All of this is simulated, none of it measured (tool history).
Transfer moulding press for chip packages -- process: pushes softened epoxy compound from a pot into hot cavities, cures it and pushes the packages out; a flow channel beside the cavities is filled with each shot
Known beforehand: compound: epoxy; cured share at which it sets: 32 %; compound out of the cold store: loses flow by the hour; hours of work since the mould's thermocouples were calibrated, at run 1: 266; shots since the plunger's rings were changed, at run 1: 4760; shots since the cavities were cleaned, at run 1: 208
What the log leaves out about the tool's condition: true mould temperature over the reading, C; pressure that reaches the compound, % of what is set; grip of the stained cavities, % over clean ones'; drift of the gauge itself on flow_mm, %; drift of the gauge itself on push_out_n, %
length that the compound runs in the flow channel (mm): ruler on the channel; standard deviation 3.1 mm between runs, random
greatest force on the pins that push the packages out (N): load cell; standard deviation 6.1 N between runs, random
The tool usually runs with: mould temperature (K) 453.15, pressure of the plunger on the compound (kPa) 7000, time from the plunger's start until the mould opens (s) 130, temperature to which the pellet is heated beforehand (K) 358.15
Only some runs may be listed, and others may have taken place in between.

run	day	mould temperature (K)	pressure of the plunger on the compound (kPa)	time from the plunger's start until the mould opens (s)	temperature to which the pellet is heated beforehand (K)	hours of work since the mould's thermocouples were calibrated	shots since the plunger's rings were changed	shots since the cavities were cleaned	incoming compound's hours out of the cold store	length that the compound runs in the flow channel (mm)	greatest force on the pins that push the packages out (N)
1	0	453.15	7000	130	358.15	266	4760	208	26.9	614	320
2	0.646	453.15	7000	111	358.15	275	4902	350	22.6	630	468
# day 1.208: plunger's sealing rings changed
3	1.308	453.15	7000	130	358.15	283	22	473	32.1	637	401
4	1.604	453.15	7000	130	358.15	287	87	538	32.5	640	408
# day 1.738: cavities cleaned with cleaning compound and waxed
5	2.179	453.15	7000	130	358.15	295	199	97	43.8	602	277
6	2.571	453.15	7000	130	358.15	300	285	183	12.1	699	320
7	3.262	453.15	6460	130	358.15	310	438	336	19.8	647	382
8	3.879	461.15	7000	130	358.15	318	574	472	16.2	657	354
# day 4.296: cavities cleaned with cleaning compound and waxed
9	4.45	461.15	7000	130	358.15	325	685	34	41.8	579	229
10	5.179	461.15	7000	130	356.15	336	845	194	43.6	577	282
11	5.642	453.15	7000	130	358.15	342	947	296	34.2	626	342
12	6.358	453.15	7000	130	358.15	352	1105	454	42.1	605	384
13	6.712	453.15	7000	130	358.15	357	1182	531	35.9	611	411
# day 6.838: cavities cleaned with cleaning compound and waxed
14	7.308	453.15	7000	130	358.15	365	1300	104	10.5	701	282
15	7.875	453.15	7000	147	363.15	372	1424	228	19	673	295
16	8.433	453.15	7000	147	363.15	380	1546	350	14.1	684	323
17	8.988	453.15	7230	130	364.15	388	1669	473	21.9	662	394
# day 9.412: cavities cleaned with cleaning compound and waxed
18	9.471	453.15	7000	121	358.15	394	1761	13	8.1	704	279
19	9.904	453.15	7000	121	358.15	400	1857	109	20	660	312
20	10.383	453.15	8210	130	356.15	407	1962	214	27.2	688	335
# day 10.512: mould's thermocouples calibrated
21	11.125	448.15	5450	159	351.15	9	2106	358	43.6	536	361
22	11.683	449.15	7000	130	359.15	16	2230	482	25.2	658	501
# day 12.042: cavities cleaned with cleaning compound and waxed
23	12.346	452.15	8630	170	366.15	25	2361	67	36.1	674	234
24	12.662	452.15	8630	123	366.15	29	2430	136	32.5	684	324
# day 12.904: mould's thermocouples calibrated, once more
25	13.425	452.15	6790	144	357.15	7	2580	286	18.9	660	345
26	13.938	452.15	6790	144	357.15	14	2693	399	41.4	593	384
27	14.354	452.15	6790	144	357.15	20	2784	490	39	588	390
# day 14.667: cavities cleaned with cleaning compound and waxed
28	15.15	453.15	5910	129	363.15	30	2946	107	23.5	586	300

Predict each of these 3 candidate next runs independently; none follows another, all start after run 28:
A	15.746	453.15	5910	153	363.15	39	3076	237	14.7	?	?
B	15.746	453.15	6680	112	350.15	39	3076	237	19.9	?	?
C	15.746	453.15	5910	129	367.15	39	3076	237	17.4	?	?

run	length that the compound runs in the flow channel (mm)	greatest force on the pins that push the packages out (N)
A	623	304
B	640	449
C	608	330
With no hidden state in the tool, these same runs would have given:
run	length that the compound runs in the flow channel (mm)	greatest force on the pins that push the packages out (N)
A	650	210
B	667	313
C	634	227
